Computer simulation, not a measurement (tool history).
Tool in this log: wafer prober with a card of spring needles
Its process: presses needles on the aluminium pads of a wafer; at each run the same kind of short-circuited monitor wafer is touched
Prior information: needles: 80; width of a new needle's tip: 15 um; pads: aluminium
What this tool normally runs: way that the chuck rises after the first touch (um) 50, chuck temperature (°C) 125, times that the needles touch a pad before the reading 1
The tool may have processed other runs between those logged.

| run | day | way that the chuck rises after the first touch (um) | chuck temperature (°C) | times that the needles touch a pad before the reading | resistance of one needle with its contact and lead (mohm) | way that a needle slides on the pad (um) |
|---|---|---|---|---|---|---|
| 1 | 0 | 50 | 125 | 1 | 325 | 12.15 |
|  | 0.038 | tips cleaned on abrasive film |
|  | 0.458 | tips cleaned on abrasive film |
| 2 | 0.483 | 50 | 125 | 1 | 195 | 12.11 |
|  | 0.883 | tips cleaned on abrasive film |
| 3 | 0.962 | 50 | 125 | 1 | 243 | 12.1 |
|  | 1.304 | tips cleaned on abrasive film |
| 4 | 1.379 | 50 | 125 | 1 | 243 | 12.09 |
|  | 1.729 | tips cleaned on abrasive film |
| 5 | 1.833 | 50 | 125 | 1 | 242 | 12.04 |
| 6 | 2.038 | 50 | 109 | 1 | 319 | 12.13 |
|  | 2.167 | tips cleaned on abrasive film |
| 7 | 2.421 | 50 | 109 | 1 | 314 | 11.98 |
|  | 2.596 | tips cleaned on abrasive film |
| 8 | 2.717 | 50 | 125 | 1 | 253 | 12.04 |
|  | 3.008 | tips cleaned on abrasive film |
| 9 | 3.042 | 50 | 125 | 1 | 204 | 11.95 |
| 10 | 3.358 | 50 | 125 | 1 | 340 | 12 |
|  | 3.442 | tips cleaned on abrasive film |
| 11 | 3.608 | 50 | 125 | 3 | 209 | 12.06 |
|  | 3.862 | tips cleaned on abrasive film |
| 12 | 3.958 | 50 | 125 | 3 | 194 | 12.09 |
| 13 | 4.225 | 50 | 125 | 1 | 338 | 11.98 |
|  | 4.312 | tips cleaned on abrasive film |
| 14 | 4.433 | 50 | 125 | 1 | 259 | 12.02 |
|  | 4.75 | tips cleaned on abrasive film |
| 15 | 4.754 | 50 | 125 | 1 | 183 | 11.91 |
| 16 | 5.088 | 50 | 27 | 1 | 346 | 11.92 |
|  | 5.171 | tips cleaned on abrasive film |
| 17 | 5.567 | 50 | 27 | 1 | 370 | 11.93 |
|  | 5.612 | tips cleaned on abrasive film |
| 18 | 5.838 | 45 | 27 | 3 | 225 | 10.6 |
|  | 6.042 | tips cleaned on abrasive film |
| 19 | 6.325 | 43 | 72 | 3 | 240 | 10.22 |
|  | 6.479 | tips cleaned on abrasive film |
| 20 | 6.829 | 43 | 72 | 3 | 247 | 10.09 |
|  | 6.929 | tips cleaned on abrasive film |
| 21 | 7.079 | 43 | 72 | 3 | 227 | 10.15 |
|  | 7.346 | tips cleaned on abrasive film |
| 22 | 7.442 | 43 | 72 | 3 | 211 | 10.18 |
|  | 7.775 | tips cleaned on abrasive film |
| 23 | 7.95 | 69 | 72 | 3 | 184 | 16.63 |
| 24 | 8.162 | 59 | 125 | 2 | 247 | 14.18 |
|  | 8.2 | tips cleaned on abrasive film |
| 25 | 8.488 | 31 | 124 | 1 | 588 | 7.09 |
|  | 8.625 | tips cleaned on abrasive film |
| 26 | 8.992 | 49 | 72 | 2 | 280 | 11.37 |
|  | 9.071 | tips cleaned on abrasive film |
| 27 | 9.438 | 43 | 31 | 2 | 325 | 9.92 |
|  | 9.5 | tips cleaned on abrasive film |
| 28 | 9.825 | 50 | 51 | 1 | 353 | 11.7 |
|  | 9.925 | tips cleaned on abrasive film |
| 29 | 10.162 | 50 | 51 | 1 | 331 | 11.7 |
|  | 10.358 | tips cleaned on abrasive film |
|  | 10.525 | height of the first contact set anew |
| 30 | 10.525 | 40 | 125 | 1 | 328 | 9.95 |
|  | 10.796 | tips cleaned on abrasive film |
| 31 | 10.821 | 55 | 58 | 1 | 180 | 13.76 |
| 32 | 11.117 | 55 | 58 | 1 | 304 | 13.68 |
|  | 11.217 | tips cleaned on abrasive film |
| 33 | 11.412 | 55 | 58 | 1 | 277 | 13.67 |

Each row is a separate what-if for the run after 33, all from the same tool condition, not one after another. Results?
|  | 11.667 | tips cleaned on abrasive film |
| A | 11.904 | 55 | 58 | 2 | ? | ? |
|  | 11.667 | tips cleaned on abrasive film |
| B | 11.904 | 50 | 62 | 1 | ? | ? |
|  | 11.667 | tips cleaned on abrasive film |
| C | 11.904 | 38 | 58 | 2 | ? | ? |

| run | resistance of one needle with its contact and lead (mohm) | way that a needle slides on the pad (um) |
|---|---|---|
| A | 232 | 13.58 |
| B | 300 | 12.49 |
| C | 305 | 9.61 |
Stripped of hidden state, with their random variation kept, the same runs would have yielded:
| run | resistance of one needle with its contact and lead (mohm) | way that a needle slides on the pad (um) |
|---|---|---|
| A | 156 | 13.63 |
| B | 155 | 12.55 |
| C | 161 | 9.66 |

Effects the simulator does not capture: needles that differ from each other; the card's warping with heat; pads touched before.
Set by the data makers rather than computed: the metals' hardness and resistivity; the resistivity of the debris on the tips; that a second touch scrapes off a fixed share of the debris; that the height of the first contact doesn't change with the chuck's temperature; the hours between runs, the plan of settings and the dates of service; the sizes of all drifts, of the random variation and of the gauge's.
